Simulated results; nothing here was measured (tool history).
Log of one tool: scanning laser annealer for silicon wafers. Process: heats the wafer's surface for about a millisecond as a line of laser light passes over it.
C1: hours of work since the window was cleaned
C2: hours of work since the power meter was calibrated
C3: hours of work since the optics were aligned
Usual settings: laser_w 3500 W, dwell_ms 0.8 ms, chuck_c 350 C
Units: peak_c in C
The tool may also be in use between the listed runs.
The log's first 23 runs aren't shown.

Run 24, hour 669.9: usual settings but laser_w 3556 W, dwell_ms 0.949 ms, chuck_c 349 C; C1 25; C2 786; C3 94. Result: peak_c 1191 C.
Run 25, hour 696.7: usual settings but laser_w 3607 W, dwell_ms 0.864 ms, chuck_c 326 C; C1 42; C2 803; C3 111. Result: peak_c 1145 C.
Run 26, hour 729.9: usual settings but laser_w 3639 W, dwell_ms 0.881 ms, chuck_c 353 C; C1 63; C2 824; C3 132. Result: peak_c 1190 C.
Run 27, hour 758.2: usual settings but laser_w 3332 W, dwell_ms 0.756 ms, chuck_c 381 C; C1 81; C2 842; C3 150. Result: peak_c 1097 C.
Run 28, hour 782.2: usual settings but laser_w 3041 W, dwell_ms 0.701 ms, chuck_c 365 C; C1 96; C2 857; C3 165. Result: peak_c 994 C.
Run 29, hour 800.3: usual settings but laser_w 3041 W, dwell_ms 0.701 ms, chuck_c 365 C; C1 108; C2 869; C3 177. Result: peak_c 992 C.
Run 30, hour 837.4: usual settings but laser_w 3041 W, dwell_ms 0.701 ms, chuck_c 365 C; C1 131; C2 892; C3 200. Result: peak_c 996 C.
Run 31, hour 857.4: usual settings but laser_w 3253 W, dwell_ms 0.976 ms; C1 144; C2 905; C3 213. Result: peak_c 1134 C.
Run 32, hour 885.4: usual settings but laser_w 3253 W, dwell_ms 0.617 ms, chuck_c 345 C; C1 162; C2 923; C3 230. Result: peak_c 983 C.
Run 33, hour 908.3: usual settings but laser_w 3736 W, dwell_ms 0.967 ms; C1 176; C2 937; C3 245. Result: peak_c 1246 C.
Run 34, hour 937.8: usual settings but laser_w 3736 W, dwell_ms 0.967 ms; C1 195; C2 956; C3 264. Result: peak_c 1247 C.
Run 35, hour 963.6: usual settings but laser_w 3067 W, dwell_ms 0.833 ms, chuck_c 314 C; C1 211; C2 972; C3 280. Result: peak_c 999 C.
Run 36, hour 993.7: usual settings but laser_w 3715 W, dwell_ms 0.612 ms, chuck_c 312 C; C1 230; C2 991; C3 299. Result: peak_c 1037 C.
Run 37, hour 1019.8: usual settings but laser_w 3544 W, dwell_ms 0.66 ms, chuck_c 329 C; C1 247; C2 1008; C3 316. Result: peak_c 1044 C.
Run 38, hour 1036.7: usual settings but laser_w 3544 W, dwell_ms 0.66 ms, chuck_c 329 C; C1 258; C2 1019; C3 326. Result: peak_c 1043 C.
Run 39, hour 1064.6: usual settings but laser_w 3281 W, dwell_ms 0.785 ms, chuck_c 312 C; C1 275; C2 1036; C3 344. Result: peak_c 1026 C.
Run 40, hour 1088.9: usual settings but laser_w 3167 W, dwell_ms 0.923 ms, chuck_c 312 C; C1 291; C2 1052; C3 360. Result: peak_c 1057 C.
Run 41, hour 1105.6: usual settings but laser_w 3167 W, dwell_ms 0.923 ms, chuck_c 318 C; C1 301; C2 1062; C3 370. Result: peak_c 1062 C.
Run 42, hour 1138.2: usual settings but laser_w 3167 W, dwell_ms 0.923 ms, chuck_c 318 C; C1 322; C2 1083; C3 391. Result: peak_c 1057 C.

3 ways to go on from here, each from the tool as it stands after run 42. What would each give?
Run A, hour 1171: usual settings but laser_w 3372 W, chuck_c 312 C; C1 343; C2 1104; C3 412. Result: peak_c ?.
Run B, hour 1171: usual settings but laser_w 3743 W, dwell_ms 0.849 ms, chuck_c 338 C; C1 343; C2 1104; C3 412. Result: peak_c ?.
Run C, hour 1171: usual settings but laser_w 3062 W, chuck_c 347 C; C1 343; C2 1104; C3 412. Result: peak_c ?.

run  peak_c
  A    1052
  B    1181
  C    1019
Without the tool's hidden state the same runs would have given:
run  peak_c
  A    1053
  B    1182
  C    1019

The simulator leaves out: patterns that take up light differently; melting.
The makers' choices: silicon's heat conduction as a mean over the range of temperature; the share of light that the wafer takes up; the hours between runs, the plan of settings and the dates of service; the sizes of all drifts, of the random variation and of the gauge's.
